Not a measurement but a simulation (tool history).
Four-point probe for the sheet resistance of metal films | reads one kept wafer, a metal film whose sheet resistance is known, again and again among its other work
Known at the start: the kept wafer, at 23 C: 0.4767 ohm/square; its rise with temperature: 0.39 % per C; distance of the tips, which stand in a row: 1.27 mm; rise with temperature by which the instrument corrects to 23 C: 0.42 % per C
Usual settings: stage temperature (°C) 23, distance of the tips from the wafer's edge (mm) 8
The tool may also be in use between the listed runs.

| run | hour | stage temperature (°C) | distance of the tips from the wafer's edge (mm) | sheet resistance as the instrument gives it (ohm/square) |
|---|---|---|---|---|
| 1 | 0 | 23 | 8 | 0.483071 |
| 2 | 61.8 | 23 | 8 | 0.482845 |
| 3 | 162.4 | 23 | 8 | 0.482793 |
| 4 | 280.9 | 23 | 8 | 0.482506 |
| 5 | 362.7 | 23 | 8 | 0.482414 |
| 6 | 425.2 | 23 | 8 | 0.482317 |
| 7 | 514.3 | 23 | 8 | 0.482067 |
| 8 | 633.5 | 23 | 8 | 0.481765 |
|  | 647 | stage's thermometer calibrated |
| 9 | 720.9 | 23 | 8 | 0.481777 |
| 10 | 811.2 | 23 | 8 | 0.481667 |
| 11 | 916.2 | 23 | 8 | 0.481379 |
| 12 | 1005.4 | 23 | 8 | 0.481065 |
| 13 | 1071.1 | 23 | 8 | 0.48101 |
| 14 | 1138.2 | 23 | 8 | 0.480937 |
|  | 1224.5 | stage's thermometer calibrated, once more |
| 15 | 1235.8 | 19 | 8 | 0.480779 |
| 16 | 1351.2 | 19 | 18 | 0.475388 |

The next listed run, before its measurement:
| 17 | 1482.1 | 29 | 6 | ? |

{"run 17": {"sheet resistance as the instrument gives it (ohm/square)": 0.483604}}
Without the tool's hidden state the same run would have given sheet resistance as the instrument gives it (ohm/square) 0.487057.

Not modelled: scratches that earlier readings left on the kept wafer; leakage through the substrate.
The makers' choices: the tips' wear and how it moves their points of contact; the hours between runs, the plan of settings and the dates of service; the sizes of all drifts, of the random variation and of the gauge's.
